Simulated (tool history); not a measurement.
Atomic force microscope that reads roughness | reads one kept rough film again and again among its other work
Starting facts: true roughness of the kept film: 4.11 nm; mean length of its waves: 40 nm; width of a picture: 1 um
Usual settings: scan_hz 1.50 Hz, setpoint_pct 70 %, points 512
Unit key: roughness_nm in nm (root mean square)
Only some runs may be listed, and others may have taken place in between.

run   hour  scan_hz  setpoint_pct  points  roughness_nm
  1    0.0     1.50            70     512         3.213
      25.1  -- new tip fitted
  2   30.4     1.50            70     512         3.642
  3   75.3     1.50            70     512         3.436
  4  103.2     2.44            70     512         3.202
  5  141.4     1.50            70     512         3.207
     165.0  -- new tip fitted
  6  165.6     1.50            70     512         3.688
  7  198.8     1.50            70     512         3.547
  8  227.8     1.50            76     512         3.320
  9  249.9     1.50            70     512         3.317
 10  282.6     1.50            70     512         3.227
     304.3  -- new tip fitted
 11  320.8     1.50            70     643         3.603
 12  348.1     3.28            59     430         3.463
 13  378.3     3.27            70     512         3.079
 14  419.4     3.27            70     512         2.931
     445.6  -- new tip fitted
 15  466.2     3.59            70     512         3.273
 16  493.6     3.59            70     512         3.161
 17  536.7     3.59            70     363         2.990
 18  578.4     3.59            70     363         2.875
     586.0  -- new tip fitted
 19  621.4     1.95            57     389         3.661
 20  642.5     3.33            81     460         2.818
 21  687.3     3.33            87     460         2.492

Run 22 has not been measured yet. What should we expect?
 22  707.2     3.33            87     460             ?

Logged for run 22: roughness_nm 2.435 nm (root mean square).
With the hidden condition absent and the run-to-run variation left alone, this run would have shown roughness_nm 2.787 nm (root mean square).

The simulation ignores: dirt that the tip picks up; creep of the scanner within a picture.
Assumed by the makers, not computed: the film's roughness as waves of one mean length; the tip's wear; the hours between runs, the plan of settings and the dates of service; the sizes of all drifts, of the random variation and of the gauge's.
